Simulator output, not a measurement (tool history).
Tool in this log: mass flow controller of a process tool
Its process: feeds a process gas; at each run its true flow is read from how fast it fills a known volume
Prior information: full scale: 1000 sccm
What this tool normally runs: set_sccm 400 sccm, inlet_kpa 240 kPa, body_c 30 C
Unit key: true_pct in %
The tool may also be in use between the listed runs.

run	hour	set_sccm	inlet_kpa	body_c	true_pct
1	0.0	400	240	30	97.14
2	317.0	400	175	30	97.51
3	714.1	400	175	30	97.51
4	901.9	400	175	30	97.60
5	1165.7	400	240	30	96.88
6	1423.8	400	240	23	97.45
7	1810.9	400	240	23	97.44
8	2154.8	400	240	23	97.52
9	2446.9	400	240	23	97.48
10	2714.7	400	215	30	97.12
11	3060.2	851	240	30	99.04
12	3366.3	851	240	30	98.81
13	3686.3	400	240	30	96.68
14	3873.9	400	240	30	96.75
15	4266.4	400	240	30	96.75
16	4476.4	400	240	30	96.73
17	4670.7	400	240	35	96.30
18	4962.0	108	240	35	90.29
# hour 5333.8: controller's zero set anew
19	5333.8	400	205	22	99.40
20	5707.7	400	205	22	99.37
21	6101.7	400	205	22	99.31
22	6310.2	281	153	22	99.15
23	6705.0	281	153	22	99.28
24	7114.5	985	182	30	100.92
# hour 7445.6: controller exchanged for a calibrated one
25	7452.5	408	251	25	97.49
26	7733.4	408	251	25	97.49
27	7910.0	157	172	33	96.33
28	8283.0	328	172	33	97.19
29	8585.2	277	150	30	97.14
30	8935.9	400	165	22	98.30
31	9328.0	812	244	26	98.91
32	9725.9	400	183	30	97.40
33	9919.5	900	200	25	99.77
34	10113.8	889	175	37	98.77

5 ways to go on from here, each from the tool as it stands after run 34. What would each give?
A	10371.7	291	248	32	?
B	10371.7	400	174	30	?
C	10371.7	899	175	37	?
D	10371.7	105	175	37	?
E	10371.7	274	241	37	?

run	true_pct
A	95.84
B	97.43
C	98.95
D	93.12
E	95.45
What these runs would have given with no unlogged condition in the tool:
run	true_pct
A	96.73
B	97.95
C	98.90
D	96.49
E	96.43

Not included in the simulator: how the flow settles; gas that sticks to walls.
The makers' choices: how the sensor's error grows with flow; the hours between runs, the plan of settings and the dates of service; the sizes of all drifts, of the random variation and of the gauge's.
